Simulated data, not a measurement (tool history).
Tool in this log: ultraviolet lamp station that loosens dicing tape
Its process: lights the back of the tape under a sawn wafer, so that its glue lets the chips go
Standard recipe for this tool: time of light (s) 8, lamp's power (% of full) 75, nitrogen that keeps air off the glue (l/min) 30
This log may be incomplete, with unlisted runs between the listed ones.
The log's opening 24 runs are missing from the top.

run     day  time of light (s)  lamp's power (% of full)  nitrogen that keeps air off the glue (l/min)  hours of work of the lamp  hours of work since the window was cleaned  force that peels the tape off (N)  light that reached the tape (mJ/cm2)
 25   8.825                  6                        75                                            12                        414                                          38                              1.582                                   265
 26   9.058                  6                        75                                            12                        418                                          42                              1.608                                   264
 27   9.371                  6                        75                                            12                        423                                          47                              1.606                                   268
      9.508  -- window cleaned of glue's vapour, once more
 28   9.604                  6                        75                                            12                        427                                           2                               1.54                                   274
 29   9.888                  5                        84                                            15                        432                                           7                              1.528                                   255
 30  10.392                  8                        73                                            30                        440                                          15                              0.551                                   357
 31  10.762                 10                        75                                            16                        447                                          22                              0.499                                   447
 32  11.204                  8                        75                                            38                        454                                          29                               0.42                                   352
 33  11.508                  8                        75                                            38                        460                                          35                              0.447                                   362
 34  11.779                  8                        75                                            38                        464                                          39                              0.445                                   359
 35  12.262                  5                        75                                            30                        473                                          48                              1.248                                   225
 36    12.7                  8                        79                                            11                        480                                          55                              0.934                                   377
 37  13.208                  8                        88                                            30                        489                                          64                              0.394                                   428
 38  13.517                  8                        88                                            30                        494                                          69                              0.388                                   417
 39    13.8                  8                        88                                            30                        499                                          74                              0.373                                   416
 40   14.25                  8                        77                                            60                        507                                          82                              0.363                                   359
 41  14.529                  6                        71                                            30                        512                                          87                              1.012                                   250

3 options for the next run, each taken on its own from the tool as it stands now. Forecast them:
  A  14.767                  8                        75                                            53                        516                                          91                                  ?                                     ?
  B  14.767                  8                        75                                            30                        516                                          91                                  ?                                     ?
  C  14.767                 10                        71                                            33                        516                                          91                                  ?                                     ?

run  force that peels the tape off (N)  light that reached the tape (mJ/cm2)
  A                              0.391                                   353
  B                              0.529                                   355
  C                              0.347                                   418
The same runs, with their run-to-run variation unchanged, on a tool lacking any hidden condition would have given:
run  force that peels the tape off (N)  light that reached the tape (mJ/cm2)
  A                              0.309                                   417
  B                              0.396                                   419
  C                              0.275                                   494
